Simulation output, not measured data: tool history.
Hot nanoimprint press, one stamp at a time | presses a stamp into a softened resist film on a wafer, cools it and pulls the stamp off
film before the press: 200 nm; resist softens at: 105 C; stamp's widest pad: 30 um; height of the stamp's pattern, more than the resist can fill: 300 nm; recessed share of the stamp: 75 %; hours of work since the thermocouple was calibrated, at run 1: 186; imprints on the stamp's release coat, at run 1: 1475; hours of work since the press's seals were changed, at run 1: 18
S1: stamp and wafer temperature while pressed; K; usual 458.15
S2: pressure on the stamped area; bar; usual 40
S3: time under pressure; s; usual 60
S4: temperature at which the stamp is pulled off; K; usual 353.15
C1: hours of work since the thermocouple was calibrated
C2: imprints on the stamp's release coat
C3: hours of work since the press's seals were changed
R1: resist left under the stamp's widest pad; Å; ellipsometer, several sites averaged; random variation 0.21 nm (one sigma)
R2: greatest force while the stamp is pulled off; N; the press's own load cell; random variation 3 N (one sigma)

run,hour,S1,S2,S3,S4,C1,C2,C3,R1,R2
1,0,458.15,40,60,353.15,186,1475,18,978,189
2,4.2,458.15,43,60,353.15,188,1495,20,951,192
3,10.7,458.15,48.6,60,353.15,192,1526,24,905,194
4,16.2,458.15,40,60,353.15,196,1552,28,983,186
5,22.7,458.15,40,60,353.15,200,1583,32,985,190
6,31.9,458.15,40,60,353.15,206,1627,37,985,193
7,41.2,458.15,40,60,353.15,211,1672,43,992,189
8,46.6,458.15,40,60,353.15,215,1698,46,989,193
9,51.8,458.15,40,60,353.15,218,1723,50,989,192
10,60.6,458.15,40,111,353.15,223,1764,55,779,192
11,65,458.15,40,111,353.15,226,1786,58,781,193
12,71.4,458.15,40,111,353.15,230,1816,62,781,193
13,77.6,458.15,40,111,353.15,234,1845,66,787,188
14,85.6,458.15,40,111,353.15,239,1884,71,785,194
# hour 89.4: gauge calibrated
# hour 99.5: stamp cleaned and given a new release coat
15,99.7,458.15,40,111,353.15,244,0,76,767,185
16,107.1,458.15,40,58,356.15,248,36,80,994,184
17,116.2,459.15,42.7,58,356.15,254,79,86,944,189
18,124.3,459.15,42.7,58,356.15,259,118,91,944,184
19,128.3,459.15,42.7,78,347.15,262,137,93,843,198
20,133.9,459.15,30.9,86,347.15,265,164,97,935,199
21,139,455.15,40,60,342.15,268,188,100,1066,204

Run 22 comes next. What will it give?
22,146.2,455.15,40,60,342.15,273,223,104,?,?

{"run 22": {"R1": 1069, "R2": 207}}
Without the tool's hidden state the same run would have given R1 1053 Å, R2 207 N.
